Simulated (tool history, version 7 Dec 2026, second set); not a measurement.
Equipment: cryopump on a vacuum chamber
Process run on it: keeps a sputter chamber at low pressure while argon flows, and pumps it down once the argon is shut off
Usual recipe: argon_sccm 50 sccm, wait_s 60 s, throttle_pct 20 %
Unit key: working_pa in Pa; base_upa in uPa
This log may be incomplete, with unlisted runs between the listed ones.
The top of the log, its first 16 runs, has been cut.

run,hour,argon_sccm,wait_s,throttle_pct,working_pa,base_upa
17,273.3,50,60,20,0.2998,2.11
18,297.1,50,56,20,0.2985,2.20
19,322.2,60,56,55,0.1387,2.30
20,340.9,60,56,55,0.1388,2.24
21,361.2,95,60,20,0.5714,2.09
22,372.8,91,60,34,0.3293,2.16
23,389.5,50,73,20,0.2990,1.97
24,407.8,59,137,20,0.3553,1.50
25,422.0,21,89,59,0.0467,1.71
26,445.2,38,60,23,0.1989,2.19
27,462.8,38,60,23,0.2000,2.19
28,483.3,52,60,23,0.2768,2.25
29,505.3,21,60,20,0.1268,2.26
30,526.7,29,295,60,0.0628,1.19
31,547.5,82,60,41,0.2548,2.19
32,562.0,42,60,20,0.2547,2.22
33,586.8,23,44,32,0.0892,2.80

Alternative continuations, all from the tool just after run 33; predict every row:
A,598.0,99,39,32,?,?
B,598.0,25,51,16,?,?
C,598.0,50,39,20,?,?
D,598.0,47,171,35,?,?

run,working_pa,base_upa
A,0.3867,3.03
B,0.1881,2.56
C,0.3058,2.95
D,0.1707,1.44
What these runs would have given with no unlogged condition in the tool:
run,working_pa,base_upa
A,0.3563,2.26
B,0.1804,1.78
C,0.2903,2.19
D,0.1561,0.67
